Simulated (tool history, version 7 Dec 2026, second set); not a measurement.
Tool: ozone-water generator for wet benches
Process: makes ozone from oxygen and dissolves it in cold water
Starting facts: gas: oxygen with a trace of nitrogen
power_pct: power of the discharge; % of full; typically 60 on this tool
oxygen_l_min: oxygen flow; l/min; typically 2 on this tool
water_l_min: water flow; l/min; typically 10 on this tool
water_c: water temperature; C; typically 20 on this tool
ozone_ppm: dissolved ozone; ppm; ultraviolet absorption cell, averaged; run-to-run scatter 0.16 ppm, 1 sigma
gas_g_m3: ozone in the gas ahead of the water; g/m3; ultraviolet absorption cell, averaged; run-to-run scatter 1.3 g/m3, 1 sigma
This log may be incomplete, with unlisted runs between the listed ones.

| run | hour | power_pct | oxygen_l_min | water_l_min | water_c | ozone_ppm | gas_g_m3 |
|---|---|---|---|---|---|---|---|
| 1 | 0 | 60 | 2 | 10 | 20 | 20.3 | 231.6 |
| 2 | 49.3 | 60 | 2 | 10 | 20 | 20.2 | 231.3 |
| 3 | 78.2 | 60 | 2 | 10 | 20 | 20.5 | 233.9 |
| 4 | 103.7 | 60 | 2 | 8 | 20 | 24.7 | 234.2 |
| 5 | 135.4 | 60 | 2 | 8 | 20 | 25.1 | 234.6 |
| 6 | 161.1 | 60 | 2 | 15 | 20 | 13.4 | 230.6 |
| 7 | 190.3 | 60 | 2 | 15 | 20 | 13.6 | 230.2 |
| 8 | 236 | 60 | 2 | 15 | 20 | 13.6 | 234.2 |
| 9 | 263.9 | 60 | 2 | 15 | 20 | 13.6 | 231.9 |
| 10 | 322.4 | 60 | 2.56 | 10 | 20 | 20.1 | 201.7 |
| 11 | 359.1 | 60 | 2.83 | 10 | 20 | 20.3 | 191.2 |
| 12 | 405.4 | 60 | 2 | 10 | 20 | 20.1 | 229.7 |
| 13 | 443.7 | 60 | 2 | 10 | 20 | 19.9 | 231.6 |
| 14 | 498.6 | 60 | 2.3 | 10 | 20 | 20 | 212.8 |
| 15 | 528.4 | 60 | 1.37 | 10 | 20 | 19.4 | 285.1 |
| 16 | 578.4 | 60 | 1.37 | 10 | 20 | 19.5 | 284 |
| 17 | 612.3 | 60 | 2 | 10 | 28 | 17.9 | 230.5 |
| 18 | 650 | 53 | 3.46 | 10 | 17 | 18.9 | 151 |
| 19 | 679.4 | 53 | 3.46 | 10 | 17 | 18.4 | 153.9 |
| 20 | 728.4 | 74 | 1.22 | 9 | 17 | 26.3 | 360.8 |
| 21 | 765.9 | 74 | 1.22 | 9 | 17 | 26.1 | 365 |
| 22 | 808.4 | 78 | 1.16 | 7 | 14 | 35.8 | 392.2 |
| 23 | 849.9 | 71 | 2 | 14 | 20 | 16.8 | 265.7 |
| 24 | 877.9 | 71 | 2 | 14 | 20 | 16.8 | 265.6 |
| 25 | 919.1 | 71 | 2 | 14 | 20 | 16.4 | 268.1 |
| 26 | 947.6 | 71 | 2 | 14 | 20 | 16.6 | 264.1 |
| 27 | 973.2 | 71 | 2 | 14 | 20 | 16.7 | 265.6 |
| 28 | 1020.7 | 71 | 2 | 14 | 20 | 16.5 | 266.1 |
| 29 | 1046.5 | 53 | 2.99 | 6 | 20 | 25.7 | 164.6 |
| 30 | 1089.6 | 59 | 2.49 | 11 | 20 | 18.1 | 199.3 |
| 31 | 1117.1 | 59 | 2.49 | 11 | 20 | 18.3 | 201.6 |
| 32 | 1158.5 | 59 | 2.49 | 11 | 20 | 18 | 199.4 |

Results per run with the tool's hidden condition removed, run-to-run variation unchanged:
Hidden conditions of the tool in this case: yield of the discharge, % of new electrodes'; contactor's efficiency, % of a clean one's; true water temperature over the reading, C; drift of the gauge itself on ozone_ppm, %; drift of the gauge itself on gas_g_m3, %.
| run | ozone_ppm | gas_g_m3 |
|---|---|---|
| 1 | 21.2 | 231.4 |
| 2 | 21.1 | 231.3 |
| 3 | 21.5 | 234 |
| 4 | 25.7 | 234.3 |
| 5 | 26.1 | 234.8 |
| 6 | 14.2 | 230.9 |
| 7 | 14.4 | 230.6 |
| 8 | 14.4 | 234.8 |
| 9 | 14.4 | 232.5 |
| 10 | 21.2 | 202.4 |
| 11 | 21.4 | 192 |
| 12 | 21.1 | 230.7 |
| 13 | 20.9 | 232.7 |
| 14 | 21.2 | 214 |
| 15 | 20.5 | 286.8 |
| 16 | 20.6 | 286 |
| 17 | 19 | 232.2 |
| 18 | 20 | 152 |
| 19 | 19.5 | 155 |
| 20 | 27.9 | 364.8 |
| 21 | 27.7 | 369.2 |
| 22 | 37.7 | 397.2 |
| 23 | 18 | 269 |
| 24 | 18.1 | 269 |
| 25 | 17.6 | 271.7 |
| 26 | 17.9 | 267.8 |
| 27 | 18 | 269.4 |
| 28 | 17.8 | 270.2 |
| 29 | 27 | 166.5 |
| 30 | 19.4 | 202.1 |
| 31 | 19.6 | 204.4 |
| 32 | 19.4 | 202.4 |
